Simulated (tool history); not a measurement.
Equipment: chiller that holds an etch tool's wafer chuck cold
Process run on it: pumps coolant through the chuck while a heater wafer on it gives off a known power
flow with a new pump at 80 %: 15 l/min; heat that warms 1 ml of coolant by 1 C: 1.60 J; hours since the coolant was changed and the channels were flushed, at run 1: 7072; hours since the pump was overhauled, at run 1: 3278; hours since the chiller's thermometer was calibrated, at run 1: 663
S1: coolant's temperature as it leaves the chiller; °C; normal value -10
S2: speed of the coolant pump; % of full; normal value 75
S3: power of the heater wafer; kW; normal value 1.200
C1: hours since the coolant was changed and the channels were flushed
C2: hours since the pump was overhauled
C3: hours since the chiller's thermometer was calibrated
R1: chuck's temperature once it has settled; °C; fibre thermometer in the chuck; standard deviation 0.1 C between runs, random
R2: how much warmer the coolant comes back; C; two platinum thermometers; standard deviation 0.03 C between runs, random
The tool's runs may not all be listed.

{"run": 1, "day": 0.0, "S1": -10, "S2": 75, "S3": 1.2, "C1": 7072, "C2": 3278, "C3": 663, "R1": 1.0, "R2": 3.35}
{"run": 2, "day": 2.038, "S1": -10, "S2": 75, "S3": 1.2, "C1": 7121, "C2": 3327, "C3": 712, "R1": 1.2, "R2": 3.33}
{"run": 3, "day": 5.283, "S1": -10, "S2": 75, "S3": 1.2, "C1": 7199, "C2": 3405, "C3": 790, "R1": 1.1, "R2": 3.37}
{"run": 4, "day": 6.771, "S1": -10, "S2": 75, "S3": 1.2, "C1": 7234, "C2": 3440, "C3": 826, "R1": 1.1, "R2": 3.3}
{"run": 5, "day": 10.142, "S1": -10, "S2": 75, "S3": 1.2, "C1": 7315, "C2": 3521, "C3": 906, "R1": 1.2, "R2": 3.35}
{"run": 6, "day": 12.05, "S1": -10, "S2": 75, "S3": 1.2, "C1": 7361, "C2": 3567, "C3": 952, "R1": 1.2, "R2": 3.41}
{"run": 7, "day": 13.504, "S1": -10, "S2": 75, "S3": 1.2, "C1": 7396, "C2": 3602, "C3": 987, "R1": 1.0, "R2": 3.39}
{"run": 8, "day": 15.371, "S1": -10, "S2": 75, "S3": 1.2, "C1": 7441, "C2": 3647, "C3": 1032, "R1": 1.1, "R2": 3.39}
{"run": 9, "day": 17.158, "S1": -10, "S2": 75, "S3": 0.762, "C1": 7484, "C2": 3690, "C3": 1075, "R1": -3.1, "R2": 2.11}
{"run": 10, "day": 19.275, "S1": -10, "S2": 75, "S3": 0.762, "C1": 7534, "C2": 3740, "C3": 1126, "R1": -2.9, "R2": 2.12}
{"run": 11, "day": 20.771, "S1": -4, "S2": 75, "S3": 0.762, "C1": 7570, "C2": 3776, "C3": 1162, "R1": 3.2, "R2": 2.16}
{"run": 12, "day": 22.475, "S1": -4, "S2": 75, "S3": 0.762, "C1": 7611, "C2": 3817, "C3": 1203, "R1": 3.2, "R2": 2.13}
{"run": 13, "day": 24.142, "S1": -4, "S2": 75, "S3": 0.762, "C1": 7651, "C2": 3857, "C3": 1243, "R1": 3.1, "R2": 2.11}
{"run": 14, "day": 26.754, "S1": -1, "S2": 75, "S3": 0.762, "C1": 7714, "C2": 3920, "C3": 1305, "R1": 6.3, "R2": 2.13}
{"day": 28.212, "done": "coolant changed, channels flushed"}
{"run": 15, "day": 30.329, "S1": -3, "S2": 75, "S3": 1.2, "C1": 51, "C2": 4000, "C3": 1385, "R1": 6.6, "R2": 3.38}
{"run": 16, "day": 33.662, "S1": -8, "S2": 65, "S3": 0.956, "C1": 131, "C2": 4080, "C3": 1465, "R1": 0.7, "R2": 3.16}
{"run": 17, "day": 35.633, "S1": -1, "S2": 89, "S3": 1.195, "C1": 178, "C2": 4127, "C3": 1512, "R1": 7.7, "R2": 2.82}
{"run": 18, "day": 37.738, "S1": -1, "S2": 89, "S3": 1.195, "C1": 229, "C2": 4178, "C3": 1563, "R1": 7.7, "R2": 2.86}
{"run": 19, "day": 41.042, "S1": -1, "S2": 89, "S3": 1.195, "C1": 308, "C2": 4257, "C3": 1642, "R1": 7.9, "R2": 2.81}
{"run": 20, "day": 44.208, "S1": -10, "S2": 75, "S3": 0.676, "C1": 384, "C2": 4333, "C3": 1718, "R1": -4.6, "R2": 1.92}
{"run": 21, "day": 45.871, "S1": -10, "S2": 74, "S3": 1.126, "C1": 424, "C2": 4373, "C3": 1758, "R1": -0.7, "R2": 3.21}
{"run": 22, "day": 47.858, "S1": -10, "S2": 86, "S3": 1.187, "C1": 471, "C2": 4420, "C3": 1806, "R1": -1.1, "R2": 3.0}
{"run": 23, "day": 50.817, "S1": -11, "S2": 80, "S3": 0.834, "C1": 542, "C2": 4491, "C3": 1877, "R1": -4.3, "R2": 2.17}
{"run": 24, "day": 53.488, "S1": -13, "S2": 80, "S3": 1.534, "C1": 607, "C2": 4556, "C3": 1941, "R1": -0.9, "R2": 4.09}
{"run": 25, "day": 54.938, "S1": -12, "S2": 79, "S3": 0.953, "C1": 641, "C2": 4590, "C3": 1976, "R1": -4.2, "R2": 2.56}
{"run": 26, "day": 56.388, "S1": -12, "S2": 79, "S3": 0.953, "C1": 676, "C2": 4625, "C3": 2010, "R1": -4.4, "R2": 2.6}
{"run": 27, "day": 59.829, "S1": -12, "S2": 79, "S3": 0.953, "C1": 759, "C2": 4708, "C3": 2093, "R1": -4.2, "R2": 2.57}
{"run": 28, "day": 62.308, "S1": -1, "S2": 75, "S3": 1.709, "C1": 818, "C2": 4767, "C3": 2153, "R1": 13.2, "R2": 4.91}
{"run": 29, "day": 64.025, "S1": -1, "S2": 75, "S3": 1.709, "C1": 859, "C2": 4808, "C3": 2194, "R1": 13.3, "R2": 4.89}

Forecast each of these 3 alternatives for the next run:
{"run": "A", "day": 67.021, "S1": -4, "S2": 90, "S3": 1.509, "C1": 931, "C2": 4880, "C3": 2266, "R1": "?", "R2": "?"}
{"run": "B", "day": 67.021, "S1": -1, "S2": 76, "S3": 0.939, "C1": 931, "C2": 4880, "C3": 2266, "R1": "?", "R2": "?"}
{"run": "C", "day": 67.021, "S1": -8, "S2": 75, "S3": 1.709, "C1": 931, "C2": 4880, "C3": 2266, "R1": "?", "R2": "?"}

run=A R1=7.2 R2=3.61
run=B R1=7.1 R2=2.66
run=C R1=6.2 R2=4.86
Had the tool no hidden state, the same runs would have come out as:
run=A R1=6.2 R2=3.37
run=B R1=6.3 R2=2.49
run=C R1=5.0 R2=4.54
